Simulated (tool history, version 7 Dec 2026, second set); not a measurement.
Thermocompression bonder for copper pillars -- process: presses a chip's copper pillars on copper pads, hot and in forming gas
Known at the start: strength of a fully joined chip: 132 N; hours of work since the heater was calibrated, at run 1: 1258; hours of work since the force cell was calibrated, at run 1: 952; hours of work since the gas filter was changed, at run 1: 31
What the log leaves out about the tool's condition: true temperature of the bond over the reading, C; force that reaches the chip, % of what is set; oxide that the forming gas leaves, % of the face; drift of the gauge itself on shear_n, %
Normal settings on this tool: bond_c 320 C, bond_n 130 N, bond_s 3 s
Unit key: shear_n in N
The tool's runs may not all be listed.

run	hour	bond_c	bond_n	bond_s	hours of work since the heater was calibrated	hours of work since the force cell was calibrated	hours of work since the gas filter was changed	shear_n
1	0	320	130	3	1258	952	31	65.9
2	53.3	320	130	3	1284	978	56	66.4
3	93.4	346	130	3	1303	997	76	81.6
4	144.2	346	130	3	1327	1021	100	79.6
5	203.8	346	130	3	1356	1050	129	80
6	266.4	320	130	3	1386	1080	159	64.2
# hour 289.4: forming gas filter changed
7	297.3	320	130	3	1401	1095	4	69.1
8	344.6	320	128	3	1423	1117	26	66.6
9	403.2	320	130	3	1451	1145	55	69.1
10	450.5	306	130	3	1474	1168	77	58.4
11	495.1	341	130	3	1495	1189	99	78
12	530.5	320	130	3	1512	1206	116	64.5
13	582.2	320	130	3	1537	1231	140	65.8
14	639.9	329	185	7	1565	1259	168	101.5
# hour 644.2: forming gas filter changed
15	702	329	185	7	1594	1288	28	104.7
# hour 720.3: heater calibrated with a thermocouple chip
16	744.3	312	93	6	11	1308	47	60.2
17	779.4	333	130	2	28	1324	64	57.6
18	817.1	300	166	2	46	1342	82	47.6
19	882.8	300	166	2	78	1374	113	47.9
20	915.3	307	138	3	93	1390	129	53.6
21	951.6	307	156	3	111	1407	146	57.5
22	984.6	307	156	3	127	1423	162	56.3
# hour 1002: forming gas filter changed
23	1030.5	338	124	3	148	1445	14	69.1
24	1093.8	320	102	5	179	1475	44	63.9
25	1154	320	80	2	208	1504	73	38.7

Difference, measured minus no-hidden-state, one row per run. Run-to-run variation is common to both terms; the gauge's own scatter need not be:
run	shear_n
1	+3.6
2	+3.2
3	+2.5
4	+2
5	+1.6
6	+2
7	+4.7
8	+4.2
9	+4
10	+3.6
11	+2.7
12	+3
13	+2.6
14	+0.1
15	+4
16	-3
17	-3
18	-2.8
19	-3.2
20	-3.7
21	-4.1
22	-4.3
23	-2.2
24	-2.4
25	-1.9
